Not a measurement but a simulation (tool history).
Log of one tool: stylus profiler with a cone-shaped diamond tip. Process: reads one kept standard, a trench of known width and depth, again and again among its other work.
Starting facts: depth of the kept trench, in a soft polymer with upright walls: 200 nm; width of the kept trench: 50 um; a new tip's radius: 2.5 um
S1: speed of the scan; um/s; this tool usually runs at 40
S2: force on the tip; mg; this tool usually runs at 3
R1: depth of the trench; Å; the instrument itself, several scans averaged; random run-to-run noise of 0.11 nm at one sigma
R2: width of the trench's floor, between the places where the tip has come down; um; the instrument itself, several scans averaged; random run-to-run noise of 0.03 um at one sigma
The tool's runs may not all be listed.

Run 1, hour 0: usual settings. Result: R1 2029.5 Å, R2 47.51 um.
Run 2, hour 23.2: usual settings but S1 27 um/s. Result: R1 2028.6 Å, R2 47.61 um.
Run 3, hour 58: usual settings but S1 27 um/s. Result: R1 2032.3 Å, R2 47.6 um.
Run 4, hour 88.6: usual settings but S1 27 um/s. Result: R1 2032 Å, R2 47.56 um.
Run 5, hour 124.8: usual settings but S1 27 um/s. Result: R1 2031.2 Å, R2 47.58 um.
Run 6, hour 156.7: usual settings but S2 5.14 mg. Result: R1 2041.8 Å, R2 47.5 um.
Run 7, hour 179.7: usual settings. Result: R1 2030.7 Å, R2 47.51 um.
Run 8, hour 214: usual settings. Result: R1 2031.2 Å, R2 47.5 um.
Run 9, hour 230.4: usual settings. Result: R1 2030.9 Å, R2 47.5 um.
Run 10, hour 260.5: usual settings but S2 1.12 mg. Result: R1 2017.6 Å, R2 47.31 um.
Run 11, hour 288.9: usual settings but S2 7.23 mg. Result: R1 2052.1 Å, R2 47.56 um.
Run 12, hour 311.2: usual settings but S2 7.23 mg. Result: R1 2052.6 Å, R2 47.55 um.
Run 13, hour 330.6: usual settings but S1 135 um/s, S2 7.23 mg. Result: R1 2053.6 Å, R2 47.15 um.
Run 14, hour 346.7: usual settings but S1 135 um/s, S2 7.23 mg. Result: R1 2053.7 Å, R2 47.18 um.
Run 15, hour 377.1: usual settings. Result: R1 2032 Å, R2 47.46 um.
Run 16, hour 409.9: usual settings but S1 83 um/s. Result: R1 2033.7 Å, R2 47.18 um.
Run 17, hour 446.7: usual settings. Result: R1 2034.1 Å, R2 47.46 um.

Forecast run 18:
Run 18, hour 475.5: usual settings but S2 1.79 mg. Result: R1 ?, R2 ?.

For run 18 the tool returned R1 2024.1 Å, R2 47.34 um.
On a tool with no hidden condition, and with the same random variation, this run would have come out at R1 2017.6 Å, R2 47.72 um.
